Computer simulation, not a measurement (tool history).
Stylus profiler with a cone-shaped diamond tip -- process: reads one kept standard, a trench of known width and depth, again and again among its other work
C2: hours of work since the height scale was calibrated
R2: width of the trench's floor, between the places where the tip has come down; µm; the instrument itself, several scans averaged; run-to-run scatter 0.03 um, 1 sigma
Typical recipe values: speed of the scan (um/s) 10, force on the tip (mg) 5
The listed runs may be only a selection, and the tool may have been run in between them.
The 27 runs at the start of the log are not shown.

Run 28, hour 390.5: usual settings but speed of the scan (um/s) 28, force on the tip (mg) 9.26; scans with this tip 5659; C2 1069. Result: depth of the trench (nm) 1022.04, R2 44.76 µm.
Run 29, hour 401.5: usual settings but speed of the scan (um/s) 22; scans with this tip 5687; C2 1074. Result: depth of the trench (nm) 1015.6, R2 44.79 µm.
At hour 403.8: height scale calibrated on a step standard.
Run 30, hour 414.3: usual settings but speed of the scan (um/s) 3, force on the tip (mg) 1.79; scans with this tip 5719; C2 5. Result: depth of the trench (nm) 1010.1, R2 44.72 µm.
Run 31, hour 424.5: usual settings but speed of the scan (um/s) 2, force on the tip (mg) 7.29; scans with this tip 5745; C2 10. Result: depth of the trench (nm) 1020.5, R2 44.7 µm.
Run 32, hour 444.7: usual settings but speed of the scan (um/s) 7, force on the tip (mg) 1.95; scans with this tip 5798; C2 20. Result: depth of the trench (nm) 1010.54, R2 44.76 µm.
Run 33, hour 463.3: usual settings but speed of the scan (um/s) 2, force on the tip (mg) 1.93; scans with this tip 5846; C2 29. Result: depth of the trench (nm) 1009.86, R2 44.75 µm.
Run 34, hour 481.4: usual settings but speed of the scan (um/s) 2, force on the tip (mg) 1.93; scans with this tip 5893; C2 38. Result: depth of the trench (nm) 1010.75, R2 44.72 µm.
Run 35, hour 492.7: usual settings but speed of the scan (um/s) 2, force on the tip (mg) 4.24; scans with this tip 5922; C2 44. Result: depth of the trench (nm) 1015.44, R2 44.67 µm.
At hour 512.9: height scale calibrated on a step standard, once more.
Run 36, hour 513.1: usual settings but speed of the scan (um/s) 18, force on the tip (mg) 11.62; scans with this tip 5974; C2 0. Result: depth of the trench (nm) 1022.6, R2 44.65 µm.
Run 37, hour 533.7: usual settings but speed of the scan (um/s) 24, force on the tip (mg) 5.6; scans with this tip 6027; C2 10. Result: depth of the trench (nm) 1014.17, R2 44.65 µm.

What will run 38 give?
Run 38, hour 550.6: usual settings but speed of the scan (um/s) 9, force on the tip (mg) 3.31; scans with this tip 6071; C2 18. Result: depth of the trench (nm) ?, R2 ?.

{"run 38": {"depth of the trench (nm)": 1009.5, "R2": 44.72}}
Had the tool carried no hidden state, the very same run would have given depth of the trench (nm) 1009.69, R2 46.57 µm.
